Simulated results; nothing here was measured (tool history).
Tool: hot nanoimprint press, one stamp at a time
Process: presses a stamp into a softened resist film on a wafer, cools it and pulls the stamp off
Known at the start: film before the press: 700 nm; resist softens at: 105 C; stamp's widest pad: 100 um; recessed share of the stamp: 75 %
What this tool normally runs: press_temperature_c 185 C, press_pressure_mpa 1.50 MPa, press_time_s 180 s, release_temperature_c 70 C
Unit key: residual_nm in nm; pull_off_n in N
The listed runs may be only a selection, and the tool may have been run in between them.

| run | hour | press_temperature_c | press_pressure_mpa | press_time_s | release_temperature_c | residual_nm | pull_off_n |
|---|---|---|---|---|---|---|---|
| 1 | 0.0 | 185 | 1.50 | 180 | 70 | 308.7 | 170 |
| 2 | 45.7 | 185 | 1.50 | 352 | 70 | 227.5 | 171 |
| 3 | 120.5 | 185 | 1.50 | 352 | 70 | 232.2 | 180 |
| 4 | 190.7 | 185 | 1.50 | 180 | 70 | 307.0 | 182 |
| 5 | 245.0 | 193 | 1.50 | 180 | 70 | 243.6 | 182 |
|  | 264.6 | stamp cleaned and given a new release coat |
| 6 | 285.4 | 193 | 1.50 | 180 | 70 | 245.3 | 157 |
| 7 | 330.3 | 193 | 1.50 | 180 | 70 | 243.6 | 163 |
|  | 339.9 | plate thermocouple calibrated |
| 8 | 369.9 | 187 | 1.50 | 180 | 60 | 293.5 | 200 |
| 9 | 452.7 | 196 | 0.96 | 103 | 55 | 342.1 | 219 |
| 10 | 521.8 | 185 | 1.50 | 162 | 66 | 330.1 | 179 |
| 11 | 560.0 | 185 | 2.12 | 158 | 70 | 291.2 | 166 |
| 12 | 600.1 | 180 | 1.50 | 103 | 70 | 443.0 | 172 |
|  | 645.2 | plate thermocouple calibrated, once more |
| 13 | 652.4 | 189 | 1.03 | 264 | 72 | 272.2 | 155 |

Branching from run 13: 4 alternative next runs. What would each branch give?
| A | 688.0 | 190 | 1.03 | 156 | 72 | ? | ? |
| B | 688.0 | 185 | 1.50 | 214 | 63 | ? | ? |
| C | 688.0 | 189 | 1.03 | 264 | 64 | ? | ? |
| D | 688.0 | 189 | 1.76 | 264 | 72 | ? | ? |

| run | residual_nm | pull_off_n |
|---|---|---|
| A | 325.9 | 160 |
| B | 289.1 | 197 |
| C | 271.9 | 186 |
| D | 216.4 | 158 |
Take away the tool's hidden state, keep each run's random variation, and the runs would have read:
| run | residual_nm | pull_off_n |
|---|---|---|
| A | 321.7 | 143 |
| B | 284.3 | 177 |
| C | 268.2 | 167 |
| D | 212.3 | 142 |
